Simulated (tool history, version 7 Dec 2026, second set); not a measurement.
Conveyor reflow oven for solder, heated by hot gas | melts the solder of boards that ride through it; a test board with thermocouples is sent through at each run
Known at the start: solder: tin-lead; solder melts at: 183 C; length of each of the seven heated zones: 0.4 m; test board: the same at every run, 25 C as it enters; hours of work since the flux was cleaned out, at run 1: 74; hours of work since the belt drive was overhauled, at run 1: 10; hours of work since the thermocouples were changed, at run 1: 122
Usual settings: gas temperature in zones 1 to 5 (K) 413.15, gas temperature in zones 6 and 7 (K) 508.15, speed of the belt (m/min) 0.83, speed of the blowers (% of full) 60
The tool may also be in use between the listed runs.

run,hour,gas temperature in zones 1 to 5 (K),gas temperature in zones 6 and 7 (K),speed of the belt (m/min),speed of the blowers (% of full),hours of work since the flux was cleaned out,hours of work since the belt drive was overhauled,hours of work since the thermocouples were changed,highest temperature of the board (K),time above the solder's melting point (s)
1,0,413.15,508.15,0.83,60,74,10,122,489.73,43.26
2,13.5,413.15,508.15,0.83,60,81,17,129,489.72,43.19
3,19.6,413.15,511.15,0.83,60,84,20,132,492.32,44.79
4,34.3,413.15,511.15,0.83,60,92,28,140,492.18,44.69
5,40.5,413.15,511.15,0.83,60,95,31,143,492.24,44.65
6,51.2,413.15,511.15,0.762,60,101,36,149,495.25,50.81
7,58.9,413.15,511.15,0.762,60,104,40,153,495.15,50.86
8,70.5,413.15,508.15,0.821,60,110,46,159,489.85,43.87
9,84.5,413.15,508.15,0.753,60,118,54,166,492.89,50.05
10,99,413.15,508.15,0.753,60,125,61,173,492.56,50.05
11,105.7,413.15,508.15,0.753,60,129,65,177,492.92,50.03
12,116.1,413.15,504.15,0.753,60,134,70,182,489.3,47.88
13,127.1,413.15,504.15,0.753,60,140,76,188,489.04,47.87
14,133.3,413.15,504.15,0.753,60,143,79,191,489.08,47.77
15,140.5,413.15,504.15,0.753,60,147,82,195,489.22,47.83
16,155,413.15,497.15,0.83,77,154,90,202,483.34,39.68
17,164.3,399.15,507.15,0.97,77,159,95,207,483.7,30.1
18,170.9,399.15,507.15,0.97,77,162,98,210,483.84,30.15
19,181.2,407.15,516.15,0.725,87,167,103,216,505,57.38
# hour 186.2: belt drive overhauled, speed set with a stopwatch
20,196.6,407.15,499.15,0.775,51,173,5,222,480.18,37.27
21,203.5,407.15,499.15,0.775,51,177,9,225,480.25,37.19
22,213.5,407.15,499.15,0.775,51,182,14,230,480.25,37.23
23,226.1,408.15,508.15,0.83,75,189,21,237,491.54,43.43
24,240,401.15,509.15,0.864,53,196,28,244,483.59,33.94
25,246.4,401.15,509.15,0.864,53,199,31,247,483.57,33.79
26,253.8,419.15,508.15,0.995,60,203,35,251,483.76,33.03
# hour 260.3: belt drive overhauled, speed set with a stopwatch, once more
27,266.5,419.15,508.15,0.995,60,207,3,255,483.48,32.77
28,281.5,410.15,512.15,0.776,69,215,11,263,496.46,49.7

Forecast each of these 5 alternatives for the next run:
A,290.1,405.15,512.15,0.776,85,219,15,268,?,?
B,290.1,413.15,504.15,0.83,60,219,15,268,?,?
C,290.1,420.15,519.15,0.701,69,219,15,268,?,?
D,290.1,413.15,508.15,0.667,60,219,15,268,?,?
E,290.1,410.15,512.15,0.79,69,219,15,268,?,?

run,highest temperature of the board (K),time above the solder's melting point (s)
A,498.46,49.7
B,485.48,40.23
C,507.15,63.86
D,495.87,59.1
E,495.71,48.29
Without the tool's hidden state the same runs would have given:
run,highest temperature of the board (K),time above the solder's melting point (s)
A,499.64,50.5
B,486.44,41.18
C,507.85,64.1
D,496.43,59.63
E,496.77,49.03

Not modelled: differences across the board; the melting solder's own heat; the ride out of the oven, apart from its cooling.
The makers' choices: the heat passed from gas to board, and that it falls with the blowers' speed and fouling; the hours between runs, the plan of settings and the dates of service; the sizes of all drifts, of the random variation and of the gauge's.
